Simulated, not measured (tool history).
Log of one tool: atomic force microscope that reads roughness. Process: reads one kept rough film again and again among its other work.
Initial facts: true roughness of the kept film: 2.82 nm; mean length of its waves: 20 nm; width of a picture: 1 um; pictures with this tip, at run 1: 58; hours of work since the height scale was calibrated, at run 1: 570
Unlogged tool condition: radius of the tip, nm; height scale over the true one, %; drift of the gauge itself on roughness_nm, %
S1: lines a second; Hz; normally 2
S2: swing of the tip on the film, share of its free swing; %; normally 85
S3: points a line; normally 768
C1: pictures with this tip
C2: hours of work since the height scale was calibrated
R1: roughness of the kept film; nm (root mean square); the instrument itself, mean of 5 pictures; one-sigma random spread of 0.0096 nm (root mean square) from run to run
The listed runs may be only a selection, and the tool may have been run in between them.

| run | hour | S1 | S2 | S3 | C1 | C2 | R1 |
|---|---|---|---|---|---|---|---|
| 1 | 0 | 2 | 85 | 768 | 58 | 570 | 1.846 |
| 2 | 34 | 2 | 82 | 768 | 83 | 586 | 1.762 |
| 3 | 53.9 | 2 | 85 | 768 | 97 | 596 | 1.679 |
| 4 | 73.4 | 2 | 85 | 768 | 112 | 605 | 1.641 |
| 5 | 96.5 | 2 | 85 | 768 | 129 | 616 | 1.566 |
| 6 | 120.3 | 3.03 | 85 | 768 | 146 | 628 | 1.457 |
| 7 | 152.1 | 3.03 | 85 | 768 | 169 | 643 | 1.394 |
| 8 | 190.8 | 3.03 | 73 | 768 | 198 | 662 | 1.4 |
|  | 203.5 | new tip fitted |
| 9 | 213.4 | 3.03 | 73 | 768 | 7 | 672 | 2.14 |
| 10 | 249 | 3.03 | 73 | 768 | 33 | 689 | 1.974 |
| 11 | 273.2 | 3.03 | 73 | 768 | 51 | 701 | 1.891 |
| 12 | 301.6 | 3.03 | 73 | 768 | 72 | 715 | 1.794 |
| 13 | 337.4 | 3.03 | 73 | 768 | 98 | 732 | 1.67 |
| 14 | 358.1 | 1.91 | 85 | 768 | 113 | 742 | 1.589 |
| 15 | 389.5 | 1.91 | 85 | 768 | 136 | 757 | 1.53 |
| 16 | 420.4 | 2 | 62 | 768 | 159 | 772 | 1.531 |
|  | 423.1 | height scale calibrated on a step standard |
| 17 | 447.6 | 2 | 57 | 768 | 178 | 12 | 1.491 |
| 18 | 472.1 | 2 | 57 | 768 | 196 | 24 | 1.436 |
|  | 486.5 | new tip fitted |
| 19 | 501.3 | 2 | 85 | 768 | 11 | 37 | 2.069 |
| 20 | 517.8 | 2.62 | 85 | 768 | 23 | 45 | 1.945 |
| 21 | 556.8 | 2.62 | 85 | 768 | 52 | 64 | 1.829 |
| 22 | 578.2 | 2.62 | 69 | 768 | 68 | 74 | 1.846 |
| 23 | 596.5 | 3.63 | 85 | 901 | 81 | 83 | 1.619 |
| 24 | 624.1 | 3.63 | 85 | 901 | 101 | 96 | 1.545 |
|  | 638 | height scale calibrated on a step standard, once more |
| 25 | 662.8 | 3.63 | 85 | 901 | 129 | 12 | 1.466 |
| 26 | 680.6 | 1.37 | 68 | 414 | 142 | 20 | 1.585 |
| 27 | 701.9 | 1.49 | 85 | 579 | 158 | 31 | 1.488 |
| 28 | 740.9 | 0.93 | 63 | 500 | 186 | 49 | 1.485 |
|  | 767.3 | new tip fitted |
| 29 | 767.3 | 0.93 | 63 | 500 | 0 | 62 | 2.286 |
| 30 | 802 | 1.48 | 57 | 337 | 26 | 79 | 2.116 |
| 31 | 838.8 | 1.48 | 57 | 337 | 53 | 96 | 1.974 |
| 32 | 875.9 | 0.82 | 71 | 337 | 80 | 114 | 1.839 |
| 33 | 915 | 0.82 | 71 | 337 | 109 | 133 | 1.724 |
| 34 | 936.2 | 3.26 | 85 | 768 | 124 | 143 | 1.513 |
| 35 | 960.1 | 0.51 | 85 | 258 | 142 | 155 | 1.585 |
| 36 | 998.3 | 1.33 | 57 | 722 | 170 | 173 | 1.556 |
| 37 | 1021.8 | 1.33 | 57 | 722 | 187 | 184 | 1.521 |
|  | 1046.1 | new tip fitted |
| 38 | 1054.5 | 0.77 | 64 | 631 | 6 | 200 | 2.293 |
| 39 | 1085.5 | 1.29 | 85 | 453 | 29 | 215 | 2.054 |
| 40 | 1102.4 | 1.29 | 85 | 453 | 41 | 223 | 1.979 |
| 41 | 1127.4 | 1.29 | 85 | 453 | 59 | 235 | 1.878 |
| 42 | 1167.3 | 2.68 | 78 | 502 | 89 | 254 | 1.714 |
| 43 | 1193.2 | 2.68 | 78 | 502 | 108 | 267 | 1.644 |
| 44 | 1228.9 | 0.6 | 70 | 502 | 134 | 284 | 1.665 |

What if the next run were any one of these 4? Each begins from the tool's condition after run 44:
| A | 1251.3 | 2 | 85 | 349 | 150 | 294 | ? |
| B | 1251.3 | 0.6 | 57 | 288 | 150 | 294 | ? |
| C | 1251.3 | 1.06 | 59 | 952 | 150 | 294 | ? |
| D | 1251.3 | 1.22 | 61 | 501 | 150 | 294 | ? |

| run | R1 |
|---|---|
| A | 1.483 |
| B | 1.584 |
| C | 1.623 |
| D | 1.609 |
Without the tool's hidden state the same runs would have given:
| run | R1 |
|---|---|
| A | 2.136 |
| B | 2.281 |
| C | 2.339 |
| D | 2.317 |
